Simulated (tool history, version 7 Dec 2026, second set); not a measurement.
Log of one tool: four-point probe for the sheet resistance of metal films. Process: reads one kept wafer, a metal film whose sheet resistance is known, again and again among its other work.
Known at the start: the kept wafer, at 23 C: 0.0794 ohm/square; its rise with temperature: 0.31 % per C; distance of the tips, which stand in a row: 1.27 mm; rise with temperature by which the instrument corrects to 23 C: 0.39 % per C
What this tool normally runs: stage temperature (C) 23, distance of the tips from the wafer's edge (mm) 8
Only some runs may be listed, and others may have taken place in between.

run   hour  stage temperature (C)  distance of the tips from the wafer's edge (mm)  sheet resistance as the instrument gives it (ohm/square)
  1      0                     23                                                8                                                  0.080219
  2   42.4                     23                                                8                                                  0.080222
  3   64.4                     23                                                8                                                  0.080215
  4    101                     25                                                8                                                  0.080087
  5    150                     25                                                8                                                  0.080109
  6  181.3                     25                                                8                                                  0.080048
  7  210.2                     28                                               72                                                   0.07884
  8  248.5                     23                                                9                                                  0.080021
  9  269.5                     19                                                4                                                  0.083504
 10    299                     33                                                7                                                  0.079929
 11    324                     33                                                7                                                  0.079894

5 options for the next run, each taken on its own from the tool as it stands now. Forecast them:
  A  370.2                     18                                                7                                                         ?
  B  370.2                     34                                               73                                                         ?
  C  370.2                     20                                                7                                                         ?
  D  370.2                     19                                               45                                                         ?
  E  370.2                     23                                                7                                                         ?

run  sheet resistance as the instrument gives it (ohm/square)
  A                                                  0.080895
  B                                                  0.078503
  C                                                  0.080758
  D                                                   0.07949
  E                                                  0.080586
With the hidden condition removed and each run's random variation left untouched, the same runs would have given:
run  sheet resistance as the instrument gives it (ohm/square)
  A                                                  0.081117
  B                                                  0.078715
  C                                                  0.080979
  D                                                  0.079708
  E                                                  0.080806
